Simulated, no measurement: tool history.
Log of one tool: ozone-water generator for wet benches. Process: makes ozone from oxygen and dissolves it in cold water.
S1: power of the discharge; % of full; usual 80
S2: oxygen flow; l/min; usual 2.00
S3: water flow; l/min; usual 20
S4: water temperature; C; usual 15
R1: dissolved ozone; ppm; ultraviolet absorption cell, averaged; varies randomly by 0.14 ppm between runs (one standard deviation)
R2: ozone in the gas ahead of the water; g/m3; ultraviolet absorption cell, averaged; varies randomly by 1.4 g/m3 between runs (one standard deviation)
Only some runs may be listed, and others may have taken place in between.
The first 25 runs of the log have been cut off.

| run | hour | S1 | S2 | S3 | S4 | R1 | R2 |
|---|---|---|---|---|---|---|---|
| 26 | 857.9 | 41 | 1.74 | 12 | 15 | 13.3 | 168.2 |
| 27 | 901.4 | 56 | 3.55 | 22 | 15 | 11.1 | 146.9 |
| 28 | 931.2 | 54 | 1.87 | 27 | 14 | 7.8 | 198.6 |
| 29 | 964.3 | 56 | 1.87 | 27 | 14 | 7.8 | 204.9 |
| 30 | 1009.8 | 49 | 1.13 | 27 | 15 | 6.0 | 243.1 |
| 31 | 1029.3 | 49 | 1.64 | 27 | 15 | 6.7 | 199.3 |
| 32 | 1063.9 | 49 | 1.64 | 27 | 15 | 7.0 | 199.4 |
| 33 | 1093.7 | 54 | 2.91 | 19 | 10 | 12.5 | 158.1 |

Predict each of these 4 candidate next runs independently; none follows another, all start after run 33:
| A | 1131.2 | 54 | 2.91 | 21 | 10 | ? | ? |
| B | 1131.2 | 54 | 2.91 | 19 | 14 | ? | ? |
| C | 1131.2 | 91 | 2.00 | 20 | 9 | ? | ? |
| D | 1131.2 | 54 | 2.91 | 15 | 21 | ? | ? |

| run | R1 | R2 |
|---|---|---|
| A | 11.4 | 158.3 |
| B | 12.0 | 158.8 |
| C | 15.8 | 285.3 |
| D | 13.6 | 157.7 |
Without the tool's hidden state the same runs would have given:
| run | R1 | R2 |
|---|---|---|
| A | 12.1 | 161.6 |
| B | 12.7 | 162.1 |
| C | 16.9 | 294.2 |
| D | 14.4 | 161.0 |

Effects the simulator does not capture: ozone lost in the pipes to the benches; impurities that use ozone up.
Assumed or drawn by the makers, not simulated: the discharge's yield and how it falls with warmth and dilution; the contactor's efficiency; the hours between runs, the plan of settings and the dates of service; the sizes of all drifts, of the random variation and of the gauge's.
